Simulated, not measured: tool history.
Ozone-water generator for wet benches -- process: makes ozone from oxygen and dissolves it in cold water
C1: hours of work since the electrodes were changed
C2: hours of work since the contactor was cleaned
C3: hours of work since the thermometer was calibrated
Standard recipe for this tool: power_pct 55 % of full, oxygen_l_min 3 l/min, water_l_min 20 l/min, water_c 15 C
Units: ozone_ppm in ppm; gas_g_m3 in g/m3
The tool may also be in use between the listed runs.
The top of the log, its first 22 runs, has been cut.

run 23 hour=895.5 | power_pct=77 oxygen_l_min=1.73 water_l_min=22 water_c=22 | C1=689 C2=2284 C3=1219 | ozone_ppm=8 gas_g_m3=225.6
run 24 hour=923.4 | power_pct=47 oxygen_l_min=3 water_l_min=20 water_c=15 | C1=706 C2=2301 C3=1236 | ozone_ppm=7.7 gas_g_m3=127.4
run 25 hour=960.5 | power_pct=55 oxygen_l_min=3.89 water_l_min=20 water_c=7 | C1=729 C2=2324 C3=1259 | ozone_ppm=10.7 gas_g_m3=133.7
run 26 hour=990 | power_pct=55 oxygen_l_min=3 water_l_min=16 water_c=12 | C1=747 C2=2342 C3=1277 | ozone_ppm=11.6 gas_g_m3=144.7
run 27 hour=1039.1 | power_pct=75 oxygen_l_min=1.96 water_l_min=17 water_c=13 | C1=778 C2=2373 C3=1308 | ozone_ppm=11.7 gas_g_m3=211.6
run 28 hour=1092.1 | power_pct=75 oxygen_l_min=1.96 water_l_min=17 water_c=13 | C1=811 C2=2406 C3=1341 | ozone_ppm=11.7 gas_g_m3=211.3
run 29 hour=1145.7 | power_pct=52 oxygen_l_min=3.44 water_l_min=22 water_c=8 | C1=844 C2=2439 C3=1374 | ozone_ppm=8.6 gas_g_m3=133.3
run 30 hour=1185.4 | power_pct=52 oxygen_l_min=3.44 water_l_min=22 water_c=8 | C1=869 C2=2463 C3=1399 | ozone_ppm=8.4 gas_g_m3=131
run 31 hour=1219.4 | power_pct=92 oxygen_l_min=3 water_l_min=21 water_c=15 | C1=890 C2=2485 C3=1420 | ozone_ppm=12.8 gas_g_m3=219
run 32 hour=1268.9 | power_pct=92 oxygen_l_min=3 water_l_min=21 water_c=15 | C1=920 C2=2515 C3=1450 | ozone_ppm=12.9 gas_g_m3=221.6
run 33 hour=1329.2 | power_pct=43 oxygen_l_min=3.3 water_l_min=32 water_c=14 | C1=958 C2=2553 C3=1488 | ozone_ppm=4.6 gas_g_m3=115.2
run 34 hour=1391.6 | power_pct=43 oxygen_l_min=4.12 water_l_min=28 water_c=19 | C1=996 C2=2591 C3=1526 | ozone_ppm=5.5 gas_g_m3=106.9

Consider 3 possible next runs. They are alternatives, not a sequence: every one starts from the tool as it was left by run 34. What does each give?
run A hour=1440.6 | power_pct=89 oxygen_l_min=3 water_l_min=14 water_c=15 | C1=1027 C2=2622 C3=1557 | ozone_ppm=? gas_g_m3=?
run B hour=1440.6 | power_pct=55 oxygen_l_min=5.29 water_l_min=19 water_c=8 | C1=1027 C2=2622 C3=1557 | ozone_ppm=? gas_g_m3=?
run C hour=1440.6 | power_pct=55 oxygen_l_min=2.31 water_l_min=19 water_c=15 | C1=1027 C2=2622 C3=1557 | ozone_ppm=? gas_g_m3=?

run=A ozone_ppm=19.2 gas_g_m3=215.4
run=B ozone_ppm=12.3 gas_g_m3=121.5
run=C ozone_ppm=8.6 gas_g_m3=157.3
What these runs would have given with no unlogged condition in the tool:
run=A ozone_ppm=19.2 gas_g_m3=215.5
run=B ozone_ppm=12.3 gas_g_m3=121.6
run=C ozone_ppm=8.6 gas_g_m3=157.3
